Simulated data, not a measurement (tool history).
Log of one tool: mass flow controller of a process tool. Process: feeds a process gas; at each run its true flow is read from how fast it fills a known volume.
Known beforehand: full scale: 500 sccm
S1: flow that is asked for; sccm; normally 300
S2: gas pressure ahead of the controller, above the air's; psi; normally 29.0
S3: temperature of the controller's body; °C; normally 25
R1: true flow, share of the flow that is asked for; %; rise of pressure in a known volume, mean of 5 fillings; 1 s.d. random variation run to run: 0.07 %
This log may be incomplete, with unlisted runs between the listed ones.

{"run": 1, "hour": 0.0, "S1": 300, "S2": 29.0, "S3": 25, "R1": 102.89}
{"run": 2, "hour": 83.2, "S1": 300, "S2": 29.0, "S3": 25, "R1": 103.04}
{"run": 3, "hour": 139.7, "S1": 300, "S2": 29.0, "S3": 25, "R1": 102.99}
{"run": 4, "hour": 218.2, "S1": 300, "S2": 29.0, "S3": 37, "R1": 103.88}
{"run": 5, "hour": 272.8, "S1": 300, "S2": 29.0, "S3": 37, "R1": 103.69}
{"run": 6, "hour": 360.0, "S1": 300, "S2": 29.0, "S3": 37, "R1": 103.88}
{"run": 7, "hour": 436.7, "S1": 300, "S2": 29.0, "S3": 25, "R1": 103.2}
{"run": 8, "hour": 474.8, "S1": 300, "S2": 29.0, "S3": 25, "R1": 103.18}
{"run": 9, "hour": 519.0, "S1": 300, "S2": 29.0, "S3": 25, "R1": 103.31}
{"run": 10, "hour": 571.8, "S1": 300, "S2": 29.0, "S3": 25, "R1": 103.24}
{"run": 11, "hour": 653.7, "S1": 256, "S2": 29.0, "S3": 25, "R1": 103.61}
{"run": 12, "hour": 727.4, "S1": 103, "S2": 30.5, "S3": 25, "R1": 105.88}
{"hour": 732.2, "done": "controller's zero set anew"}
{"run": 13, "hour": 785.7, "S1": 103, "S2": 30.5, "S3": 25, "R1": 107.59}
{"run": 14, "hour": 828.0, "S1": 207, "S2": 29.7, "S3": 25, "R1": 104.54}
{"run": 15, "hour": 881.6, "S1": 300, "S2": 28.1, "S3": 25, "R1": 104.01}
{"run": 16, "hour": 931.9, "S1": 300, "S2": 24.5, "S3": 30, "R1": 104.23}
{"hour": 964.7, "done": "controller's zero set anew, once more"}
{"run": 17, "hour": 1009.3, "S1": 300, "S2": 24.5, "S3": 30, "R1": 101.96}
{"run": 18, "hour": 1095.1, "S1": 300, "S2": 21.3, "S3": 25, "R1": 101.7}
{"run": 19, "hour": 1166.0, "S1": 53, "S2": 29.0, "S3": 32, "R1": 102.1}
{"hour": 1177.1, "done": "controller exchanged for a calibrated one"}
{"run": 20, "hour": 1252.2, "S1": 384, "S2": 26.3, "S3": 23, "R1": 99.43}

Here are 3 independent what-if runs from the current tool condition. What would each one return?
{"run": "A", "hour": 1296.2, "S1": 106, "S2": 23.9, "S3": 25, "R1": "?"}
{"run": "B", "hour": 1296.2, "S1": 300, "S2": 38.1, "S3": 25, "R1": "?"}
{"run": "C", "hour": 1296.2, "S1": 372, "S2": 24.2, "S3": 25, "R1": "?"}

run=A R1=98.63
run=B R1=99.52
run=C R1=99.38
With no hidden state in the tool, these same runs would have given:
run=A R1=98.59
run=B R1=99.56
run=C R1=99.44
